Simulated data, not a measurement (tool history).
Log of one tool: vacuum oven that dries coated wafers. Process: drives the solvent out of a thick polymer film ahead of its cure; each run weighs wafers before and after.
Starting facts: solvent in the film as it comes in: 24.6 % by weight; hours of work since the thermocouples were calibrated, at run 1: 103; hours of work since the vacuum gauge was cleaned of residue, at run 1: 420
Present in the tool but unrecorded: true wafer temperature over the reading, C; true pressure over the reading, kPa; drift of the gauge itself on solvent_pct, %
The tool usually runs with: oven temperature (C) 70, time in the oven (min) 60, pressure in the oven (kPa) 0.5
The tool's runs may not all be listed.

run	hour	oven temperature (C)	time in the oven (min)	pressure in the oven (kPa)	hours of work since the thermocouples were calibrated	hours of work since the vacuum gauge was cleaned of residue	solvent left in the film (%)
1	0	70	60	0.5	103	420	4.5
2	80.7	70	60	0.5	141	458	4.45
3	176.4	70	60	0.5	185	502	4.49
4	235	70	60	0.5	213	529	4.48
5	348	70	60	0.5	265	582	4.46
6	464.3	70	60	0.5	319	636	4.47
7	536.8	75	99	0.85	353	670	1.85
8	609.7	81	60	0.5	387	703	1.69

Run 9 is up next; what results do you expect?
9	717.2	56	60	0.373	437	753	?

{"run 9": {"solvent left in the film (%)": 9.68}}
With no hidden state in the tool, this same run would have given solvent left in the film (%) 9.85.

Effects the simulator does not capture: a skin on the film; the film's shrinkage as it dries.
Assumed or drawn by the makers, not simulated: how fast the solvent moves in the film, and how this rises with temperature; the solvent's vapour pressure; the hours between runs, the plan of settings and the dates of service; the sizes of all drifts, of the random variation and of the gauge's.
